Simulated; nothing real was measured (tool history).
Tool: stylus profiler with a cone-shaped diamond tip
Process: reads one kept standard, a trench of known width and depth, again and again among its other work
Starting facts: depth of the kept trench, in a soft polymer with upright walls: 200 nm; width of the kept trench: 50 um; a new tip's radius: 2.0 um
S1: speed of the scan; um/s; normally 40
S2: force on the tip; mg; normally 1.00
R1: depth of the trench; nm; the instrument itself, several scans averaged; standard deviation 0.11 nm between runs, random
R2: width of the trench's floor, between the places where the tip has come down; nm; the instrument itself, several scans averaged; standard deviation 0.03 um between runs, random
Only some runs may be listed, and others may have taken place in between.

| run | hour | S1 | S2 | R1 | R2 |
|---|---|---|---|---|---|
| 1 | 0.0 | 40 | 1.00 | 200.99 | 47570 |
| 2 | 17.4 | 40 | 1.00 | 200.90 | 47610 |
| 3 | 26.9 | 40 | 1.00 | 200.85 | 47570 |
| 4 | 35.7 | 40 | 1.00 | 200.98 | 47540 |
| 5 | 51.3 | 40 | 1.00 | 201.22 | 47580 |
| 6 | 67.9 | 40 | 1.00 | 201.11 | 47510 |
| 7 | 82.9 | 37 | 1.00 | 201.06 | 47540 |
| 8 | 94.7 | 141 | 1.00 | 201.24 | 46530 |
| 9 | 110.2 | 141 | 1.00 | 201.20 | 46510 |
| 10 | 128.3 | 67 | 1.00 | 200.96 | 47260 |
| 11 | 140.1 | 67 | 1.34 | 201.27 | 47330 |
| 12 | 158.4 | 91 | 1.54 | 201.56 | 47170 |
| 13 | 171.8 | 26 | 1.47 | 201.18 | 47660 |
| 14 | 182.5 | 40 | 0.56 | 200.85 | 47290 |
| 15 | 200.4 | 123 | 0.44 | 200.72 | 46040 |
| 16 | 209.3 | 41 | 2.80 | 202.09 | 47610 |
| 17 | 224.6 | 41 | 2.80 | 201.95 | 47560 |
| 18 | 242.8 | 42 | 2.88 | 202.01 | 47590 |

Pick out some run-to-run changes in R1. Of each, how much would a tool without hidden state show as well, from the settings, what came in and chance, and how much is left for the hidden state and any gauge scatter not in both results compared?
Hidden state present: radius of the tip, um; height scale over the true one, %; drift of the gauge itself on depth_nm, %; drift of the gauge itself on floor_um, %.
Run 5 -> 6: no setting changed, nothing entered. R1 -0.11 nm: hidden state +0.02, all else -0.13.
Run 15 -> 16: S1 123 -> 41, S2 0.44 -> 2.80. R1 +1.37 nm: hidden state +0.01, all else +1.36.
